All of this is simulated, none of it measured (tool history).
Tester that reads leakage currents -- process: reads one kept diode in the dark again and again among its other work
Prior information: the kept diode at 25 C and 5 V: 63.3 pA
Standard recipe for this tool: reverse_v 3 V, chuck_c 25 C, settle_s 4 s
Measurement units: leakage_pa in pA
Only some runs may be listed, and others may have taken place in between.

Run 1, hour 0: usual settings. Result: leakage_pa 56.83 pA.
Run 2, hour 24.1: usual settings. Result: leakage_pa 56.47 pA.
Run 3, hour 40.2: usual settings. Result: leakage_pa 56.5 pA.
Run 4, hour 68.7: usual settings but settle_s 0.83 s. Result: leakage_pa 57.75 pA.
Run 5, hour 89.6: usual settings. Result: leakage_pa 57.09 pA.
Run 6, hour 115.9: usual settings. Result: leakage_pa 56.83 pA.
Run 7, hour 137.6: usual settings. Result: leakage_pa 57.37 pA.
Run 8, hour 160.4: usual settings. Result: leakage_pa 57.33 pA.
Run 9, hour 191.3: usual settings. Result: leakage_pa 57.45 pA.
Run 10, hour 207.8: usual settings. Result: leakage_pa 57.88 pA.
Run 11, hour 224.6: usual settings but chuck_c 38 C. Result: leakage_pa 150.06 pA.
Run 12, hour 242.7: usual settings but settle_s 0.82 s. Result: leakage_pa 58.75 pA.
Run 13, hour 276.3: usual settings but chuck_c 45 C, settle_s 0.82 s. Result: leakage_pa 249.13 pA.
Run 14, hour 298.9: usual settings but chuck_c 45 C, settle_s 0.82 s. Result: leakage_pa 249.47 pA.
Run 15, hour 335.1: usual settings but chuck_c 45 C, settle_s 0.82 s. Result: leakage_pa 248.97 pA.
Run 16, hour 369.6: usual settings but chuck_c 45 C, settle_s 0.82 s. Result: leakage_pa 250.52 pA.
Run 17, hour 398: usual settings but chuck_c 45 C, settle_s 0.82 s. Result: leakage_pa 250.4 pA.
Run 18, hour 419.2: usual settings. Result: leakage_pa 58.33 pA.
Run 19, hour 437: usual settings but settle_s 0.74 s. Result: leakage_pa 59.65 pA.
Run 20, hour 456.2: usual settings but settle_s 0.74 s. Result: leakage_pa 59.78 pA.
Run 21, hour 489.2: usual settings but settle_s 0.74 s. Result: leakage_pa 60.02 pA.
Run 22, hour 513.9: usual settings but reverse_v 13.94 V. Result: leakage_pa 130.7 pA.
Run 23, hour 549.2: usual settings but reverse_v 13.94 V. Result: leakage_pa 131.34 pA.
Run 24, hour 575.3: usual settings but reverse_v 5.76 V, chuck_c 56 C, settle_s 4.04 s. Result: leakage_pa 716.67 pA.
Run 25, hour 605.7: usual settings but reverse_v 18.86 V, chuck_c 55 C. Result: leakage_pa 1203.18 pA.
Run 26, hour 634.5: usual settings but reverse_v 12.75 V, chuck_c 46 C, settle_s 1.4 s. Result: leakage_pa 550.27 pA.
Run 27, hour 656: usual settings but reverse_v 1.44 V, chuck_c 20 C, settle_s 1.4 s. Result: leakage_pa 28.3 pA.
Run 28, hour 681.7: usual settings but settle_s 2.02 s. Result: leakage_pa 60.1 pA.
Run 29, hour 704.6: usual settings but reverse_v 5.73 V, chuck_c 49 C, settle_s 0.32 s. Result: leakage_pa 463.23 pA.
Run 30, hour 726.3: usual settings but reverse_v 1.99 V, chuck_c 41 C, settle_s 6.41 s. Result: leakage_pa 157.64 pA.
Run 31, hour 758.8: usual settings but reverse_v 10.27 V, settle_s 0.37 s. Result: leakage_pa 121.76 pA.
Run 32, hour 778.3: usual settings but reverse_v 10.27 V, settle_s 0.37 s. Result: leakage_pa 121.77 pA.
Run 33, hour 805.4: usual settings but chuck_c 28 C, settle_s 0.94 s. Result: leakage_pa 76.37 pA.
Run 34, hour 825: usual settings but chuck_c 28 C, settle_s 0.94 s. Result: leakage_pa 76.34 pA.
Run 35, hour 857.7: usual settings but reverse_v 16.92 V, settle_s 2 s. Result: leakage_pa 151.43 pA.
Run 36, hour 887.4: usual settings but reverse_v 4.4 V, settle_s 8.85 s. Result: leakage_pa 73.33 pA.
Run 37, hour 922.9: usual settings but reverse_v 5.73 V, chuck_c 44 C, settle_s 0.63 s. Result: leakage_pa 332.32 pA.

Measured minus without-hidden-state, run by run (identical run-to-run variation in each term; gauge scatter may differ):
The tool's hidden condition here consists of: stray current of the dirty probe card, pA a volt; current scale over the true one, %; true chuck temperature over the reading, C; drift of the gauge itself on leakage_pa, %.
run  leakage_pa
  1       +6.67
  2       +6.73
  3        +6.8
  4       +6.96
  5       +7.09
  6       +7.15
  7       +7.32
  8       +7.41
  9       +7.55
 10       +7.67
 11       +15.2
 12        +7.8
 13      +23.48
 14      +23.85
 15      +24.27
 16      +24.93
 17       +25.3
 18       +8.61
 19       +8.73
 20       +8.83
 21       +8.99
 22      +26.48
 23      +26.94
 24      +73.07
 25     +133.66
 26      +68.38
 27       +4.74
 28       +9.92
 29      +53.56
 30      +19.39
 31       +23.8
 32      +23.97
 33      +12.29
 34      +12.39
 35      +35.67
 36      +13.91
 37      +45.26
